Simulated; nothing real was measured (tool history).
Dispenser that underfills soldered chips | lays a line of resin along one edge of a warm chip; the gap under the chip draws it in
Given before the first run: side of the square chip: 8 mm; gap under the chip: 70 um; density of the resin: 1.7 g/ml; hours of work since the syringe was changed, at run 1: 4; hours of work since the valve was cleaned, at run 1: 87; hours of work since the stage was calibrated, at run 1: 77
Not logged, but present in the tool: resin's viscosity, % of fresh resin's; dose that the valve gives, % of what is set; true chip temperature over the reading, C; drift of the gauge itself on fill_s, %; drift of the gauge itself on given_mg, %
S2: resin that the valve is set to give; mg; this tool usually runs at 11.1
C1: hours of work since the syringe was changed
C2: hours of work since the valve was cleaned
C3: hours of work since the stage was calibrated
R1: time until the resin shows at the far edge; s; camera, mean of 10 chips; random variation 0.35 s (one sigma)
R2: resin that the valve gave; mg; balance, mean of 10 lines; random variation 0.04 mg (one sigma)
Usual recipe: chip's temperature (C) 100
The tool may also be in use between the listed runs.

Run 1, hour 0: usual settings; C1 4; C2 87; C3 77. Result: R1 22.4 s, R2 10.47 mg.
Run 2, hour 6.3: usual settings; C1 8; C2 91; C3 81. Result: R1 25.8 s, R2 10.44 mg.
At hour 7.6: new syringe of resin.
Run 3, hour 11.3: usual settings; C1 2; C2 94; C3 84. Result: R1 21.4 s, R2 10.37 mg.
Run 4, hour 15.8: usual settings; C1 5; C2 97; C3 87. Result: R1 23.5 s, R2 10.43 mg.
Run 5, hour 18.5: usual settings; C1 7; C2 99; C3 89. Result: R1 25 s, R2 10.38 mg.
At hour 20.9: new syringe of resin.
Run 6, hour 22.4: usual settings but chip's temperature (C) 92; C1 1; C2 101; C3 91. Result: R1 26.2 s, R2 10.47 mg.
Run 7, hour 27.3: usual settings; C1 4; C2 104; C3 94. Result: R1 21.5 s, R2 10.41 mg.
Run 8, hour 31: usual settings; C1 7; C2 107; C3 97. Result: R1 25.1 s, R2 10.34 mg.
At hour 34.1: new syringe of resin.
Run 9, hour 37.7: usual settings; C1 2; C2 111; C3 101. Result: R1 20.5 s, R2 10.31 mg.
Run 10, hour 41.5: usual settings; C1 5; C2 113; C3 103. Result: R1 22.1 s, R2 10.3 mg.
Run 11, hour 44.9: usual settings; C1 7; C2 115; C3 106. Result: R1 24.9 s, R2 10.35 mg.
At hour 47.4: new syringe of resin.
Run 12, hour 49.4: usual settings; C1 1; C2 118; C3 108. Result: R1 20 s, R2 10.27 mg.
Run 13, hour 52.4: usual settings; C1 3; C2 120; C3 110. Result: R1 22.2 s, R2 10.22 mg.
Run 14, hour 57.9: usual settings but chip's temperature (C) 95, S2 9.9 mg; C1 7; C2 124; C3 114. Result: R1 31.3 s, R2 9.08 mg.
At hour 60.7: new syringe of resin.
Run 15, hour 63.6: usual settings but chip's temperature (C) 95, S2 9.9 mg; C1 2; C2 127; C3 117. Result: R1 25.6 s, R2 9.15 mg.
Run 16, hour 69: usual settings but chip's temperature (C) 85, S2 10.2 mg; C1 5; C2 131; C3 121. Result: R1 44.9 s, R2 9.39 mg.
Run 17, hour 72.6: usual settings but chip's temperature (C) 85, S2 10.2 mg; C1 8; C2 133; C3 123. Result: R1 48.9 s, R2 9.29 mg.
At hour 74.3: new syringe of resin.
Run 18, hour 77: usual settings but chip's temperature (C) 114, S2 13.1 mg; C1 2; C2 136; C3 126. Result: R1 11.5 s, R2 11.94 mg.
At hour 81.4: dispensing valve cleaned and set on the balance.
Run 19, hour 83.4: usual settings but chip's temperature (C) 87, S2 10 mg; C1 5; C2 1; C3 130. Result: R1 40.1 s, R2 10.06 mg.
Run 20, hour 86.6: usual settings but chip's temperature (C) 111, S2 13.5 mg; C1 7; C2 3; C3 132. Result: R1 16.4 s, R2 13.47 mg.
At hour 88.9: new syringe of resin.
Run 21, hour 92.7: usual settings but chip's temperature (C) 111, S2 13.5 mg; C1 3; C2 7; C3 135. Result: R1 13.5 s, R2 13.49 mg.
Run 22, hour 96.7: usual settings but chip's temperature (C) 111, S2 13.5 mg; C1 5; C2 10; C3 138. Result: R1 14.5 s, R2 13.45 mg.
Run 23, hour 100.3: usual settings but chip's temperature (C) 111, S2 13.5 mg; C1 8; C2 12; C3 140. Result: R1 16 s, R2 13.42 mg.
At hour 102.3: new syringe of resin.
Run 24, hour 103.8: usual settings but chip's temperature (C) 111, S2 13.5 mg; C1 1; C2 14; C3 142. Result: R1 12.8 s, R2 13.43 mg.
Run 25, hour 109.6: usual settings but chip's temperature (C) 106, S2 14.1 mg; C1 5; C2 18; C3 146. Result: R1 17.5 s, R2 13.93 mg.

Forecast each of these 4 alternatives for the next run:
At hour 115.8: new syringe of resin.
Run A, hour 116.2: usual settings but chip's temperature (C) 105, S2 11.9 mg; C1 0; C2 22; C3 150. Result: R1 ?, R2 ?.
At hour 115.8: new syringe of resin.
Run B, hour 116.2: usual settings but S2 12.8 mg; C1 0; C2 22; C3 150. Result: R1 ?, R2 ?.
At hour 115.8: new syringe of resin.
Run C, hour 116.2: usual settings but chip's temperature (C) 110, S2 14 mg; C1 0; C2 22; C3 150. Result: R1 ?, R2 ?.
At hour 115.8: new syringe of resin.
Run D, hour 116.2: usual settings but chip's temperature (C) 88, S2 12 mg; C1 0; C2 22; C3 150. Result: R1 ?, R2 ?.

run    R1     R2
  A  15.2  11.68
  B  17.9  12.68
  C  12.3  13.82
  D  29.7  11.84
With no hidden state in the tool, these same runs would have given:
run    R1     R2
  A  15.3  11.84
  B    18  12.85
  C  12.4  14.01
  D  29.9     12
